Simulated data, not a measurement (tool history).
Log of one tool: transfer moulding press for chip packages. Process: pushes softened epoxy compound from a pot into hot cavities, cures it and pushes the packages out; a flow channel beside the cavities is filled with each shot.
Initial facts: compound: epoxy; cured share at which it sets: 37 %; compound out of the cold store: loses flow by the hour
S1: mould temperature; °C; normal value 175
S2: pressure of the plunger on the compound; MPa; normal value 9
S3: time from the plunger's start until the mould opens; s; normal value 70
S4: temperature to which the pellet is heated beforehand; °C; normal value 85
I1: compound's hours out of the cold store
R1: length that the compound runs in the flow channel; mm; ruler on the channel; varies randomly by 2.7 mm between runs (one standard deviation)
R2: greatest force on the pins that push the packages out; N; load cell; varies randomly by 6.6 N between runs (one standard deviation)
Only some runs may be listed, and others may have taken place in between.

run     day   S1     S2  S3  S4    I1   R1   R2
  1       0  175      9  70  85  29.4  537  259
  2   0.792  175      9  70  85  16.1  554  358
      1.379  -- cavities cleaned with cleaning compound and waxed
  3   1.629  175      9  51  85  43.6  511  657
  4   2.546  175      9  70  85  29.5  529  366
      2.746  -- cavities cleaned with cleaning compound and waxed
  5   3.288  175  10.76  70  85  43.1  560  320
  6   4.025  175  10.76  70  85  19.7  582  416
      4.162  -- cavities cleaned with cleaning compound and waxed
  7   4.696  175  10.76  70  85    47  554  311
      5.558  -- cavities cleaned with cleaning compound and waxed
  8   5.571  175  10.76  70  85  14.7  583  276
  9   6.162  175  10.76  70  85  10.2  589  342
      6.917  -- plunger's sealing rings changed
 10   6.942  171  10.76  70  85  14.4  656  541
      7.083  -- cavities cleaned with cleaning compound and waxed
 11   7.583  175      9  69  85  46.2  551  326
 12   8.329  175      9  69  85  14.6  584  414
      8.462  -- cavities cleaned with cleaning compound and waxed
 13   8.971  175      9  69  85  11.1  596  360
 14   9.421  175      9  69  85  10.2  594  405
      9.838  -- cavities cleaned with cleaning compound and waxed
 15  10.292  175      9  69  85  42.4  538  329
 16  10.675  175      9  69  85  30.6  553  375
     11.238  -- cavities cleaned with cleaning compound and waxed
 17  11.279  175      9  74  79  13.6  580  265
 18  11.712  175   9.52  51  79    22  583  810
 19  12.425  175   9.52  51  79  30.4  566  973
     12.617  -- cavities cleaned with cleaning compound and waxed
 20  12.971  175   9.52  94  80    41  550  201
 21    13.6  175   9.52  94  80  13.7  594  239
     14.058  -- cavities cleaned with cleaning compound and waxed
 22  14.171  170   7.41  99  81  39.7  493  208
 23  14.929  170      9  70  85  19.6  575  523
      15.45  -- cavities cleaned with cleaning compound and waxed
 24  15.875  170      9  84  90  44.5  531  277
 25  16.433  175      9  63  85  30.2  540  496
     16.867  -- cavities cleaned with cleaning compound and waxed
 26  16.971  177      9  70  94  31.2  531  257
 27  17.671  173   9.64  86  79  30.7  555  261
 28  18.075  173   7.48  55  83  40.6  477  836

Consider 3 possible next runs. They are alternatives, not a sequence: every one starts from the tool as it was left by run 28. What does each give?
     18.296  -- cavities cleaned with cleaning compound and waxed
  A  18.821  169   9.43   55  78   9.6   ?   ?
     18.296  -- cavities cleaned with cleaning compound and waxed
  B  18.821  168  10.01   55  84  33.5   ?   ?
     18.296  -- cavities cleaned with cleaning compound and waxed
  C  18.821  173  10.15  109  88  22.5   ?   ?

run   R1   R2
  A  579  925
  B  560  867
  C  578  206
With the hidden condition removed and each run's random variation left untouched, the same runs would have given:
run   R1   R2
  A  623  729
  B  603  682
  C  622  165
